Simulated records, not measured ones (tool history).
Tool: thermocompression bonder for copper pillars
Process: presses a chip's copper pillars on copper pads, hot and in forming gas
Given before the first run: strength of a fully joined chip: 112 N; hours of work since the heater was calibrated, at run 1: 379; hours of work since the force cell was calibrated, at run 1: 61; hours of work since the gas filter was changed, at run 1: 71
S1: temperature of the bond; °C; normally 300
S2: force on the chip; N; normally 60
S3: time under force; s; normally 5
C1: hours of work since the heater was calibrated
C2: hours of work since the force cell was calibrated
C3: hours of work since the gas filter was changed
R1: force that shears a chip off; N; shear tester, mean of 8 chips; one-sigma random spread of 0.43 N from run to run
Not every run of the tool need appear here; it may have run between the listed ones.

run	hour	S1	S2	S3	C1	C2	C3	R1
1	0.0	300	60	5	379	61	71	66.4
2	5.7	300	60	4	384	65	76	63.8
3	10.1	300	60	5	387	69	79	67.4
4	19.5	300	60	5	395	76	87	67.4
5	29.2	300	60	5	402	84	94	65.9
6	38.7	300	60	5	410	91	102	66.7
7	46.5	300	44	5	416	98	108	49.5
8	52.9	300	72	5	421	103	113	76.3
9	59.6	300	60	5	426	108	118	66.6
# hour 64.5: forming gas filter changed
10	68.5	300	60	5	433	115	3	69.8
11	78.4	300	60	5	441	122	11	68.9
12	86.5	300	60	5	447	129	17	68.6
13	93.8	300	60	3	453	134	23	59.0
14	102.8	300	60	3	460	142	30	58.7
15	111.0	300	60	3	466	148	37	58.5
16	121.2	310	60	5	474	156	45	75.5
17	126.5	310	60	8	479	160	49	85.0
18	135.5	300	60	6	486	167	56	73.5
19	140.7	300	60	5	490	171	60	68.1
20	149.6	300	60	5	497	178	67	68.5
21	155.9	300	60	5	502	183	72	68.4
22	163.7	300	60	5	508	190	78	67.6
23	173.0	325	60	5	515	197	85	84.6
24	182.0	274	60	14	522	204	93	69.2
25	187.4	276	74	15	527	208	97	84.6
26	195.8	300	37	5	533	215	103	42.8
27	203.3	300	37	7	539	221	109	48.5
28	208.6	329	80	13	543	225	114	105.5
# hour 219.3: forming gas filter changed
29	219.3	329	80	13	551	233	0	108.6
30	228.3	296	88	10	558	240	7	100.1
31	235.6	293	84	3	564	246	13	74.3
32	245.7	304	60	5	572	254	21	73.5
33	255.2	285	60	5	580	261	28	59.0
34	259.6	300	60	5	583	265	32	69.3
35	264.0	308	60	9	587	268	35	87.5
36	270.9	308	60	9	592	274	41	86.9
37	281.0	302	40	3	600	282	49	40.6
38	291.0	277	73	5	608	290	57	65.2
39	300.1	277	73	5	615	297	64	64.0

4 ways to go on from here, each from the tool as it stands after run 39. What would each give?
A	308.2	300	60	7	621	303	70	?
B	308.2	277	73	3	621	303	70	?
C	308.2	307	52	7	621	303	70	?
D	308.2	300	83	4	621	303	70	?

run	R1
A	75.5
B	53.8
C	72.7
D	83.6
With the hidden condition removed and each run's random variation left untouched, the same runs would have given:
run	R1
A	70.1
B	47.9
C	67.3
D	78.6

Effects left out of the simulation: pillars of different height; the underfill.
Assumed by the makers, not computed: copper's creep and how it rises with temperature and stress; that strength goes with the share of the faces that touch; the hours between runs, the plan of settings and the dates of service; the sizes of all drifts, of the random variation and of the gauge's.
